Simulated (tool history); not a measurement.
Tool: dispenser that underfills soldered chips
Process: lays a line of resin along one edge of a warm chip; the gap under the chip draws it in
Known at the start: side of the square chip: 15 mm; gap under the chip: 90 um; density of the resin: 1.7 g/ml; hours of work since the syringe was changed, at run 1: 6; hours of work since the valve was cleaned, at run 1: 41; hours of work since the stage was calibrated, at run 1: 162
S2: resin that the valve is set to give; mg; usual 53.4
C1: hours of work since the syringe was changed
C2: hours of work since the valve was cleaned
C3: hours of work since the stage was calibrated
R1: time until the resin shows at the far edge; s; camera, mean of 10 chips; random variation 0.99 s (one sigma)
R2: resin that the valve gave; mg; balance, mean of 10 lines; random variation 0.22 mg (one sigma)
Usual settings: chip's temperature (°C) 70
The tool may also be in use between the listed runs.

Run 1, hour 0.0: usual settings; C1 6; C2 41; C3 162. Result: R1 119.5 s, R2 52.39 mg.
At hour 4.1: new syringe of resin.
Run 2, hour 5.8: usual settings but S2 53.8 mg; C1 1; C2 45; C3 166. Result: R1 98.4 s, R2 52.77 mg.
Run 3, hour 14.5: usual settings but S2 53.8 mg; C1 6; C2 50; C3 171. Result: R1 122.7 s, R2 52.99 mg.
At hour 18.2: new syringe of resin.
Run 4, hour 24.5: usual settings but S2 53.8 mg; C1 4; C2 56; C3 177. Result: R1 106.6 s, R2 52.81 mg.
Run 5, hour 30.7: usual settings but S2 53.8 mg; C1 8; C2 60; C3 181. Result: R1 124.6 s, R2 52.33 mg.
At hour 32.4: new syringe of resin.
Run 6, hour 38.9: usual settings; C1 4; C2 65; C3 186. Result: R1 107.7 s, R2 52.10 mg.
At hour 46.8: new syringe of resin.
Run 7, hour 49.0: usual settings but S2 58.4 mg; C1 1; C2 71; C3 192. Result: R1 95.3 s, R2 56.82 mg.
Run 8, hour 58.4: usual settings but S2 52.0 mg; C1 7; C2 77; C3 197. Result: R1 124.8 s, R2 50.12 mg.
At hour 60.8: new syringe of resin.
Run 9, hour 66.1: usual settings but S2 52.0 mg; C1 3; C2 81; C3 202. Result: R1 103.5 s, R2 50.17 mg.
At hour 71.5: dispensing valve cleaned and set on the balance.
Run 10, hour 72.4: usual settings but S2 52.0 mg; C1 7; C2 1; C3 205. Result: R1 120.3 s, R2 51.83 mg.
At hour 75.5: new syringe of resin.
Run 11, hour 83.2: usual settings but S2 52.0 mg; C1 5; C2 7; C3 212. Result: R1 109.8 s, R2 51.55 mg.
At hour 89.6: new syringe of resin.
Run 12, hour 90.7: usual settings but S2 52.0 mg; C1 1; C2 12; C3 216. Result: R1 94.1 s, R2 51.48 mg.
Run 13, hour 98.8: usual settings but chip's temperature (°C) 68; C1 6; C2 16; C3 221. Result: R1 126.5 s, R2 53.16 mg.
At hour 103.8: new syringe of resin.
Run 14, hour 104.1: usual settings but chip's temperature (°C) 68; C1 0; C2 20; C3 224. Result: R1 95.3 s, R2 53.18 mg.
Run 15, hour 109.3: usual settings but chip's temperature (°C) 68; C1 3; C2 23; C3 228. Result: R1 112.2 s, R2 52.85 mg.
Run 16, hour 115.1: usual settings but chip's temperature (°C) 68; C1 7; C2 26; C3 231. Result: R1 131.0 s, R2 53.11 mg.
At hour 118.2: new syringe of resin.
Run 17, hour 120.0: usual settings but chip's temperature (°C) 68; C1 1; C2 29; C3 234. Result: R1 102.1 s, R2 52.62 mg.
Run 18, hour 128.9: usual settings but chip's temperature (°C) 68; C1 7; C2 35; C3 239. Result: R1 127.1 s, R2 52.65 mg.
At hour 132.5: new syringe of resin.
Run 19, hour 133.8: usual settings but chip's temperature (°C) 58, S2 49.6 mg; C1 1; C2 38; C3 242. Result: R1 156.8 s, R2 48.53 mg.
Run 20, hour 144.1: usual settings but chip's temperature (°C) 66, S2 50.5 mg; C1 7; C2 44; C3 249. Result: R1 147.2 s, R2 49.46 mg.
At hour 146.3: new syringe of resin.
Run 21, hour 150.9: usual settings but chip's temperature (°C) 79, S2 59.2 mg; C1 3; C2 48; C3 253. Result: R1 70.7 s, R2 58.12 mg.
At hour 160.1: new syringe of resin.
Run 22, hour 160.6: usual settings but chip's temperature (°C) 71, S2 58.1 mg; C1 0; C2 54; C3 259. Result: R1 87.0 s, R2 56.52 mg.
Run 23, hour 167.3: usual settings but S2 57.2 mg; C1 4; C2 58; C3 263. Result: R1 106.2 s, R2 55.77 mg.
At hour 174.4: new syringe of resin.
Run 24, hour 178.2: usual settings but chip's temperature (°C) 61, S2 60.8 mg; C1 2; C2 64; C3 269. Result: R1 142.6 s, R2 58.88 mg.
Run 25, hour 184.6: usual settings but chip's temperature (°C) 81, S2 56.6 mg; C1 6; C2 68; C3 273. Result: R1 75.7 s, R2 55.14 mg.
At hour 188.5: new syringe of resin.
Run 26, hour 191.6: usual settings but chip's temperature (°C) 62, S2 47.2 mg; C1 2; C2 73; C3 277. Result: R1 135.1 s, R2 45.41 mg.
Run 27, hour 199.9: usual settings but chip's temperature (°C) 84, S2 67.4 mg; C1 7; C2 78; C3 282. Result: R1 68.0 s, R2 64.98 mg.
At hour 202.5: new syringe of resin.
Run 28, hour 207.0: usual settings but chip's temperature (°C) 62, S2 63.5 mg; C1 3; C2 82; C3 287. Result: R1 136.6 s, R2 61.41 mg.
At hour 211.6: dispensing valve cleaned and set on the balance.
Run 29, hour 212.9: usual settings but chip's temperature (°C) 69, S2 55.4 mg; C1 6; C2 1; C3 290. Result: R1 114.3 s, R2 55.62 mg.
At hour 217.8: new syringe of resin.
Run 30, hour 220.5: usual settings but chip's temperature (°C) 83, S2 62.4 mg; C1 2; C2 5; C3 294. Result: R1 56.5 s, R2 62.46 mg.
Run 31, hour 225.8: usual settings but chip's temperature (°C) 83, S2 62.4 mg; C1 5; C2 9; C3 297. Result: R1 64.3 s, R2 61.92 mg.
At hour 231.6: new syringe of resin.
Run 32, hour 231.6: usual settings but chip's temperature (°C) 68, S2 68.5 mg; C1 0; C2 12; C3 301. Result: R1 93.1 s, R2 67.96 mg.
Run 33, hour 241.2: usual settings but chip's temperature (°C) 65, S2 47.7 mg; C1 6; C2 18; C3 307. Result: R1 142.5 s, R2 47.02 mg.
At hour 245.6: new syringe of resin.
Run 34, hour 251.5: usual settings but chip's temperature (°C) 64, S2 58.4 mg; C1 4; C2 24; C3 313. Result: R1 131.0 s, R2 57.77 mg.
Run 35, hour 257.9: usual settings but chip's temperature (°C) 82, S2 69.3 mg; C1 8; C2 28; C3 317. Result: R1 73.0 s, R2 68.12 mg.

Some steps in R1 between neighbouring runs. How much of each would the tool show without its hidden state too (settings, what came in, random variation), and how much is left for the hidden state, with any gauge scatter that isn't in both results?
The hidden state here: resin's viscosity, % of fresh resin's; dose that the valve gives, % of what is set; true chip temperature over the reading, C; drift of the gauge itself on fill_s, %; drift of the gauge itself on given_mg, %.
Run 16 -> 17: new syringe of resin. R1 -28.9 s: hidden state -30.5, all else +1.6.
Run 19 -> 20: chip's temperature (°C) 58 -> 66, S2 49.6 -> 50.5. R1 -9.6 s: hidden state +36.1, all else -45.7.
Run 20 -> 21: chip's temperature (°C) 66 -> 79, S2 50.5 -> 59.2, new syringe of resin. R1 -76.5 s: hidden state -28.5, all else -48.0.
Run 26 -> 27: chip's temperature (°C) 62 -> 84, S2 47.2 -> 67.4. R1 -67.1 s: hidden state +12.5, all else -79.6.
Run 27 -> 28: chip's temperature (°C) 84 -> 62, S2 67.4 -> 63.5, new syringe of resin. R1 +68.6 s: hidden state -9.0, all else +77.6.
Run 32 -> 33: chip's temperature (°C) 68 -> 65, S2 68.5 -> 47.7. R1 +49.4 s: hidden state +30.7, all else +18.7.

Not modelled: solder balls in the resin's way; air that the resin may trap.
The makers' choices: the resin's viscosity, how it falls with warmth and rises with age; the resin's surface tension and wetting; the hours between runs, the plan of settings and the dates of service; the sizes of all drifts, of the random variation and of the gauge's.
